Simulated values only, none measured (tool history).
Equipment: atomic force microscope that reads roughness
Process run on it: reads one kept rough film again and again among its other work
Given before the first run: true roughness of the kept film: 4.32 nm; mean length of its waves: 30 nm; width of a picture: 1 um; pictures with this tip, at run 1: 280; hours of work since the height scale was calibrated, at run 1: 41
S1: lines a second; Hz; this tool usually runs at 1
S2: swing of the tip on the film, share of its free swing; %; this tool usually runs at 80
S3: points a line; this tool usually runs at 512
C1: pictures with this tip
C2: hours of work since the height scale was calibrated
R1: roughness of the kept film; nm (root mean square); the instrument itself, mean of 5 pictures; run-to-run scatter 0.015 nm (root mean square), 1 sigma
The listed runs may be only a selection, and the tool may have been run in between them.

run    hour    S1  S2   S3   C1   C2     R1
  1       0     1  80  512  280   41  3.034
         32  -- new tip fitted
  2    62.9     1  80  512   20   68  3.666
  3    96.8     1  80  512   42   82  3.597
  4   172.2     1  80  512   92  115  3.482
  5   204.7     1  80  512  113  129  3.433
  6   259.3     1  80  512  149  152  3.346
  7   291.4     1  80  512  170  166  3.299
  8   341.3     1  80  512  203  187  3.262
  9   406.6     1  80  512  246  215   3.13
 10   445.9     1  80  512  272  232  3.105
        491  -- new tip fitted
 11   510.8     1  80  692   13  260  3.687
 12   588.9     1  80  512   65  293  3.536
 13   645.8     1  80  512  102  318  3.439
 14   717.6     1  80  512  149  348  3.335
 15   772.7     1  80  512  186  372  3.255
 16   843.5     1  80  512  232  403  3.137
 17   904.9     1  85  512  273  429  3.038
 18   936.9  0.76  85  512  294  443  3.067
      949.9  -- new tip fitted
 19   970.9  0.76  85  512   14  457  3.699
 20  1049.5     1  80  512   65  491  3.612
 21  1096.8     1  80  695   97  511  3.499
 22  1142.3     1  80  695  126  531  3.422
 23  1218.6     1  80  512  177  563   3.29
 24  1290.5     1  80  512  224  594  3.164
 25  1327.6     1  80  512  248  610  3.163
 26  1380.7     1  80  512  283  633   3.06
     1406.2  -- new tip fitted
 27  1433.4     1  80  512   18  655  3.705
 28  1469.9     1  80  512   42  671   3.65
 29  1518.1     1  80  512   73  692  3.539
 30  1589.9     1  80  512  121  722   3.42
 31    1651  3.97  63  366  161  749  3.244
 32  1729.9  2.18  70  473  213  783  3.176
     1735.2  -- height scale calibrated on a step standard
 33  1800.9  3.37  80  512  259   28    2.8
     1865.3  -- height scale calibrated on a step standard, once more
     1865.8  -- new tip fitted
 34  1878.1  3.37  80  512    9    5  3.313
 35  1949.7  0.57  80  893   56   36   3.66
 36    2017  0.57  80  893  100   65  3.562
 37    2093     1  80  320  150   98  3.304
 38  2125.9     1  80  320  172  112  3.273
 39  2199.7     1  80  320  220  143  3.184
 40  2277.6  1.29  65  267  271  177  3.125
     2321.6  -- new tip fitted
 41  2340.6  0.66  70  336   12  204  3.812
 42  2382.8  2.64  80  859   40  222  3.392
 43  2433.6  2.64  80  859   74  244  3.276
 44  2471.3  2.64  88  859   98  260  3.052
 45    2532  2.64  88  859  138  286  2.979
 46    2594  2.64  88  859  179  312  2.878
 47  2663.1  2.64  88  859  225  342  2.805
 48  2695.3     1  55  323  246  356   3.24
 49  2769.5  3.49  68  443  295  388  2.948
     2779.9  -- new tip fitted
 50  2827.9  3.79  80  671   32  413  3.193
 51  2900.1     1  58  512   79  444  3.666
 52  2957.6   3.3  80  512  117  468  3.068
 53  3036.6   3.3  80  802  169  502  2.973
 54  3070.5     1  55  664  191  517  3.389

A few steps of R1 between consecutive runs. Split each: what settings, incoming material and random variation would produce without the hidden state, and what is left over for the hidden state, along with gauge scatter present in only one of the two compared results (measured, and without hidden state):
The hidden state here: radius of the tip, nm; height scale over the true one, %; drift of the gauge itself on roughness_nm, %.
Run 1 -> 2: new tip fitted. R1 +0.632 nm (root mean square): hidden state +0.638, all else -0.006.
Run 18 -> 19: new tip fitted. R1 +0.632 nm (root mean square): hidden state +0.699, all else -0.067.
Run 26 -> 27: new tip fitted. R1 +0.645 nm (root mean square): hidden state +0.619, all else +0.026.
Run 40 -> 41: S1 1.29 -> 0.66, S2 65 -> 70, S3 267 -> 336, new tip fitted. R1 +0.687 nm (root mean square): hidden state +0.622, all else +0.065.
